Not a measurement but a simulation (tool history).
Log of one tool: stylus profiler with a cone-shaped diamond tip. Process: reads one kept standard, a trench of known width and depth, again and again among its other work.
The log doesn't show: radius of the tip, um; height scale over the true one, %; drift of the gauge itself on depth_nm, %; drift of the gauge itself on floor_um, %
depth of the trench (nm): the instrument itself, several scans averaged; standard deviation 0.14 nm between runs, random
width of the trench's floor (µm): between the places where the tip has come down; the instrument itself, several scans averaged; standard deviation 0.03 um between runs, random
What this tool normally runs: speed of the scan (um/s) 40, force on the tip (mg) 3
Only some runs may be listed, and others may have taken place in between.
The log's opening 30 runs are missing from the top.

| run | day | speed of the scan (um/s) | force on the tip (mg) | scans with this tip | hours of work since the height scale was calibrated | depth of the trench (nm) | width of the trench's floor (µm) |
|---|---|---|---|---|---|---|---|
| 31 | 14.008 | 13 | 4.29 | 2803 | 35 | 507.36 | 26.99 |
| 32 | 14.508 | 78 | 1.94 | 2875 | 41 | 504.57 | 26.83 |
| 33 | 14.829 | 44 | 1.07 | 2922 | 45 | 503.02 | 26.83 |
| 34 | 15.292 | 17 | 5.28 | 2988 | 51 | 508.65 | 26.94 |
| 35 | 16.033 | 17 | 7.66 | 3095 | 60 | 510.95 | 26.96 |
| 36 | 16.462 | 95 | 3 | 3157 | 65 | 505.78 | 26.83 |
| 37 | 17.1 | 38 | 1.89 | 3250 | 73 | 504.14 | 26.85 |
| 38 | 17.796 | 27 | 5.37 | 3351 | 81 | 508.96 | 26.9 |
| 39 | 18.533 | 10 | 4.09 | 3457 | 90 | 507.08 | 26.91 |
| 40 | 18.912 | 10 | 4.09 | 3512 | 95 | 507.15 | 26.98 |
| 41 | 19.492 | 24 | 1.18 | 3596 | 102 | 503.29 | 26.89 |
| 42 | 20.083 | 14 | 7.4 | 3681 | 109 | 510.88 | 26.92 |
| 43 | 20.842 | 21 | 6.61 | 3791 | 118 | 510.24 | 26.92 |
| 44 | 21.538 | 21 | 6.61 | 3891 | 127 | 510.27 | 26.9 |
| 45 | 22.146 | 40 | 1.54 | 3979 | 134 | 503.98 | 26.8 |
| 46 | 22.596 | 21 | 1.13 | 4044 | 140 | 503.27 | 26.89 |
| 47 | 23.05 | 21 | 1.13 | 4110 | 145 | 503.19 | 26.87 |

3 options for the next run, each taken on its own from the tool as it stands now. Forecast them:
| A | 23.662 | 11 | 2.85 | 4199 | 153 | ? | ? |
| B | 23.662 | 41 | 3 | 4199 | 153 | ? | ? |
| C | 23.662 | 25 | 1.1 | 4199 | 153 | ? | ? |

| run | depth of the trench (nm) | width of the trench's floor (µm) |
|---|---|---|
| A | 505.49 | 26.88 |
| B | 506.1 | 26.83 |
| C | 503.26 | 26.86 |
With no hidden state in the tool, these same runs would have given:
| run | depth of the trench (nm) | width of the trench's floor (µm) |
|---|---|---|
| A | 505.46 | 27.36 |
| B | 506.07 | 27.31 |
| C | 503.23 | 27.34 |
